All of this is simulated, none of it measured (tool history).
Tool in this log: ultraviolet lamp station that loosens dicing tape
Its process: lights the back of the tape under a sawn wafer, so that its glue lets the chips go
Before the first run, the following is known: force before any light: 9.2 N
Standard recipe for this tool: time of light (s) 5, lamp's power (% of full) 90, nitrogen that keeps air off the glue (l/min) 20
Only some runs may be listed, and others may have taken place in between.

run	day	time of light (s)	lamp's power (% of full)	nitrogen that keeps air off the glue (l/min)	force that peels the tape off (N)	light that reached the tape (mJ/cm²)
1	0.000	5	90	20	0.770	451
2	0.975	5	90	20	0.772	445
3	1.917	5	66	20	1.427	327
4	2.458	5	89	20	0.801	430
5	3.438	5	90	10	1.366	437
6	4.100	5	90	10	1.358	431
7	5.067	5	90	20	0.828	433
8	5.954	5	90	20	0.886	432
9	6.912	5	90	20	0.846	427
10	8.012	5	90	20	0.864	418
11	8.979	5	90	20	0.860	421
12	9.738	5	99	20	0.753	456
13	10.417	6	90	20	0.640	498
14	11.171	6	90	20	0.660	494
# day 11.292: window cleaned of glue's vapour
15	11.979	6	90	20	0.678	483
16	12.971	6	90	20	0.689	474
# day 13.388: window cleaned of glue's vapour, once more
17	13.862	2	90	20	3.334	172
18	14.817	5	90	22	0.825	423
19	15.562	4	90	22	1.315	340
20	16.642	4	90	22	1.277	338
21	17.725	4	90	22	1.318	334
22	18.808	4	90	22	1.339	330
23	19.771	5	88	20	0.942	402
24	20.779	5	88	20	0.978	392
25	21.683	5	88	20	1.031	398
26	22.504	5	78	25	1.089	344
27	23.592	5	78	25	1.161	341
28	24.171	5	78	14	1.610	338
29	25.038	5	60	14	2.380	259
30	26.096	7	60	19	1.172	362
31	26.975	4	90	15	1.797	306
32	27.542	4	90	15	1.831	311
33	28.571	3	74	11	3.685	184
34	29.429	9	65	13	0.887	489
35	30.350	9	65	13	0.908	489
36	30.896	4	72	30	1.873	241
37	31.658	4	99	20	1.408	326
38	32.408	2	74	20	4.322	122
39	33.071	7	73	39	0.628	409
40	33.950	2	84	7	5.193	136
41	34.596	5	90	28	0.924	363
42	35.371	5	90	28	0.957	361

For some of the steps in force that peels the tape off (N) from one run to the next: how much would appear even if the tool had no hidden state, given the settings, what came in and random variation, and how much remains for the hidden state plus any gauge scatter that the measured result and the result without hidden state don't share?
The hidden state here: lamp's light, % of a new lamp's; light that the window lets through, % of a clean one's; drift of the gauge itself on peel_n, %; drift of the gauge itself on dose_mj_cm2, %.
Run 33 -> 34: time of light (s) 3 -> 9, lamp's power (% of full) 74 -> 65, nitrogen that keeps air off the glue (l/min) 11 -> 13. force that peels the tape off (N) -2.798: hidden state -0.477, all else -2.321.
Run 38 -> 39: time of light (s) 2 -> 7, lamp's power (% of full) 74 -> 73, nitrogen that keeps air off the glue (l/min) 20 -> 39. force that peels the tape off (N) -3.694: hidden state -0.671, all else -3.023.
Run 39 -> 40: time of light (s) 7 -> 2, lamp's power (% of full) 73 -> 84, nitrogen that keeps air off the glue (l/min) 39 -> 7. force that peels the tape off (N) +4.565: hidden state +0.643, all else +3.922.
Run 40 -> 41: time of light (s) 2 -> 5, lamp's power (% of full) 84 -> 90, nitrogen that keeps air off the glue (l/min) 7 -> 28. force that peels the tape off (N) -4.269: hidden state -0.477, all else -3.792.
